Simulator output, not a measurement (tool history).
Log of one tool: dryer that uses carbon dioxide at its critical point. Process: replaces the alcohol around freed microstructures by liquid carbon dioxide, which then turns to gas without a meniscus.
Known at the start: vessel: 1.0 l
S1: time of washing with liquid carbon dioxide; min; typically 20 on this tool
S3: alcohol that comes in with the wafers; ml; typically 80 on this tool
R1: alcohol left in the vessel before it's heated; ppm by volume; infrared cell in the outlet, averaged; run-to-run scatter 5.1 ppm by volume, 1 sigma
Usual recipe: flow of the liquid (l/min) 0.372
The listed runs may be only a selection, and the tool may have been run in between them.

run 1 hour=0 | S1=20 flow_of_the_liquid_(l/min)=0.372 S3=80 | R1=134
run 2 hour=8.2 | S1=20 flow_of_the_liquid_(l/min)=0.372 S3=80 | R1=143
run 3 hour=13.1 | S1=20 flow_of_the_liquid_(l/min)=0.372 S3=80 | R1=135
run 4 hour=18.3 | S1=20 flow_of_the_liquid_(l/min)=0.372 S3=80 | R1=138
run 5 hour=29.6 | S1=20 flow_of_the_liquid_(l/min)=0.372 S3=65 | R1=116
run 6 hour=41.4 | S1=20 flow_of_the_liquid_(l/min)=0.372 S3=65 | R1=125
run 7 hour=50.3 | S1=20 flow_of_the_liquid_(l/min)=0.49 S3=80 | R1=24
run 8 hour=56.3 | S1=20 flow_of_the_liquid_(l/min)=0.49 S3=80 | R1=22
run 9 hour=61.2 | S1=20 flow_of_the_liquid_(l/min)=0.49 S3=80 | R1=25
run 10 hour=72.4 | S1=20 flow_of_the_liquid_(l/min)=0.49 S3=80 | R1=35
run 11 hour=77.8 | S1=20 flow_of_the_liquid_(l/min)=0.49 S3=80 | R1=22
run 12 hour=82.8 | S1=31 flow_of_the_liquid_(l/min)=0.372 S3=80 | R1=18
run 13 hour=93.2 | S1=29 flow_of_the_liquid_(l/min)=0.247 S3=43 | R1=112
run 14 hour=102.5 | S1=29 flow_of_the_liquid_(l/min)=0.306 S3=43 | R1=31
run 15 hour=110.4 | S1=29 flow_of_the_liquid_(l/min)=0.306 S3=43 | R1=29
run 16 hour=115.9 | S1=31 flow_of_the_liquid_(l/min)=0.31 S3=41 | R1=12
run 17 hour=121.7 | S1=31 flow_of_the_liquid_(l/min)=0.31 S3=41 | R1=27
run 18 hour=131.3 | S1=31 flow_of_the_liquid_(l/min)=0.598 S3=111 | R1=16
run 19 hour=140.9 | S1=31 flow_of_the_liquid_(l/min)=0.598 S3=111 | R1=4
run 20 hour=152.4 | S1=15 flow_of_the_liquid_(l/min)=0.598 S3=57 | R1=32
run 21 hour=161.3 | S1=13 flow_of_the_liquid_(l/min)=0.523 S3=75 | R1=248
run 22 hour=167.3 | S1=13 flow_of_the_liquid_(l/min)=0.523 S3=75 | R1=246
run 23 hour=175.8 | S1=20 flow_of_the_liquid_(l/min)=0.25 S3=75 | R1=1145
run 24 hour=183 | S1=28 flow_of_the_liquid_(l/min)=0.482 S3=53 | R1=12

4 options for the next run, each taken on its own from the tool as it stands now. Forecast them:
run A hour=189.2 | S1=22 flow_of_the_liquid_(l/min)=0.372 S3=80 | R1=?
run B hour=189.2 | S1=28 flow_of_the_liquid_(l/min)=0.293 S3=21 | R1=?
run C hour=189.2 | S1=20 flow_of_the_liquid_(l/min)=0.372 S3=60 | R1=?
run D hour=189.2 | S1=15 flow_of_the_liquid_(l/min)=0.556 S3=95 | R1=?

run=A R1=95
run=B R1=37
run=C R1=130
run=D R1=91
Had the tool no hidden state, the same runs would have come out as:
run=A R1=33
run=B R1=15
run=C R1=52
run=D R1=29
